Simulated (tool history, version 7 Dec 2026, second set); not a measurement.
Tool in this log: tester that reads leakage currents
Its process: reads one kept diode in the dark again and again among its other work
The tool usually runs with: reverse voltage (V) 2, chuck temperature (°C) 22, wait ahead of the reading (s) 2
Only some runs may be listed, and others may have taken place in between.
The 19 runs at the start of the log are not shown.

run	hour	reverse voltage (V)	chuck temperature (°C)	wait ahead of the reading (s)	hours of work since the probe card was cleaned	hours of work since the tester was calibrated	hours of work since the chuck was calibrated	current that the tester gives (pA)
20	3714.3	1.68	22	2	1075	3641	182	20.57
21	3885.4	1.68	22	2	1150	3716	257	21.12
22	3998.7	15.97	22	1.5	1200	3765	307	68.74
23	4180.3	1.65	22	0.74	1280	3845	386	21.84
24	4310.4	1.73	22	9.61	1337	3902	444	22.16
25	4459.4	15.73	56	0.72	1402	3968	509	690.57
26	4632.6	2	28	2	1479	4044	585	39.18
27	4830.8	7.76	28	0.55	1566	4131	672	76.88
28	5103.4	2.5	22	1.29	1685	4250	792	29.02
29	5239.3	2.5	22	1.29	1745	4310	851	29.45
30	5360.1	2.5	22	1.29	1798	4363	904	30.1
31	5504.8	2.5	22	1.29	1861	4427	968	30.34
32	5659.6	17.55	22	0.91	1929	4495	1036	95.81
33	5812	17.55	22	0.91	1996	4561	1103	98.21
# hour 5852.8: probe card cleaned and baked
# hour 5854.8: chuck's temperature calibrated
34	6019.1	1.74	22	3.22	72	4650	72	19.05
35	6240.1	1.74	22	3.22	169	4747	169	19.52
36	6371	2	32	8.34	227	4805	227	47.9
37	6493.1	9.29	50	3.93	280	4858	280	349.45
38	6608.2	9.29	28	3.93	331	4909	331	66.33
39	6794	9.29	28	3.93	412	4990	412	68.54

Alternative continuations, all from the tool just after run 39; predict every row:
A	6956	11.62	28	3.93	483	5061	483	?
B	6956	1.07	28	3.93	483	5061	483	?
C	6956	2	28	1.06	483	5061	483	?
D	6956	9.56	27	4.74	483	5061	483	?

run	current that the tester gives (pA)
A	77.2
B	28.6
C	37.14
D	65.51
Had the tool no hidden state, the same runs would have come out as:
run	current that the tester gives (pA)
A	65.82
B	26.06
C	33.55
D	55.95
